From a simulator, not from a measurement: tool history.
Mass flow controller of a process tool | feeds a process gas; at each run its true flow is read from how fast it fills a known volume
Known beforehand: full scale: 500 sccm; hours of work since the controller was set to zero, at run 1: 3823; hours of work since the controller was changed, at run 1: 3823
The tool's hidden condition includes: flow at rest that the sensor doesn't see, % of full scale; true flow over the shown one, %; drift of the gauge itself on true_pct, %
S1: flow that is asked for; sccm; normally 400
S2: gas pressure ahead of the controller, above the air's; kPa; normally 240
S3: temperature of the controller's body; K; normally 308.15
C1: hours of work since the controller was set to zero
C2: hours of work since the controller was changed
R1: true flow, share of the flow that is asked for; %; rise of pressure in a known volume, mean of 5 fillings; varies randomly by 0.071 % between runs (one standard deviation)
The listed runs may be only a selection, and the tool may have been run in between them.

run 1 day=0.000 | S1=400 S2=240 S3=308.15 | C1=3823 C2=3823 | R1=99.59
run 2 day=14.758 | S1=400 S2=240 S3=308.15 | C1=3980 C2=3980 | R1=99.64
run 3 day=27.488 | S1=400 S2=240 S3=308.15 | C1=4115 C2=4115 | R1=99.52
run 4 day=36.154 | S1=399 S2=240 S3=308.15 | C1=4207 C2=4207 | R1=99.44
run 5 day=48.446 | S1=399 S2=240 S3=308.15 | C1=4337 C2=4337 | R1=99.45
run 6 day=59.058 | S1=399 S2=240 S3=308.15 | C1=4450 C2=4450 | R1=99.42
run 7 day=67.662 | S1=399 S2=240 S3=308.15 | C1=4541 C2=4541 | R1=99.35
run 8 day=82.008 | S1=399 S2=240 S3=308.15 | C1=4693 C2=4693 | R1=99.32
run 9 day=89.204 | S1=399 S2=240 S3=308.15 | C1=4769 C2=4769 | R1=99.36
run 10 day=100.292 | S1=142 S2=201 S3=308.15 | C1=4887 C2=4887 | R1=99.45
-- day=101.642 controller's zero set anew
run 11 day=116.458 | S1=450 S2=207 S3=298.15 | C1=157 C2=5058 | R1=98.56
run 12 day=132.208 | S1=450 S2=207 S3=298.15 | C1=324 C2=5225 | R1=98.63
run 13 day=143.083 | S1=450 S2=207 S3=298.15 | C1=440 C2=5341 | R1=98.43
run 14 day=152.300 | S1=450 S2=207 S3=298.15 | C1=537 C2=5438 | R1=98.52
run 15 day=166.862 | S1=450 S2=207 S3=298.15 | C1=692 C2=5593 | R1=98.49
-- day=169.504 controller's zero set anew, once more
run 16 day=180.417 | S1=300 S2=214 S3=310.15 | C1=116 C2=5736 | R1=97.32
run 17 day=190.288 | S1=300 S2=214 S3=310.15 | C1=220 C2=5841 | R1=97.42

Alternative continuations, all from the tool just after run 17; predict every row:
run A day=200.725 | S1=400 S2=227 S3=302.15 | C1=331 C2=5952 | R1=?
run B day=200.725 | S1=277 S2=207 S3=297.15 | C1=331 C2=5952 | R1=?
run C day=200.725 | S1=300 S2=214 S3=297.15 | C1=331 C2=5952 | R1=?
run D day=200.725 | S1=148 S2=175 S3=300.15 | C1=331 C2=5952 | R1=?
run E day=200.725 | S1=57 S2=265 S3=298.15 | C1=331 C2=5952 | R1=?

run=A R1=97.26
run=B R1=95.87
run=C R1=96.06
run=D R1=95.26
run=E R1=94.83
With no hidden state in the tool, these same runs would have given:
run=A R1=99.80
run=B R1=98.37
run=C R1=98.58
run=D R1=97.67
run=E R1=96.91
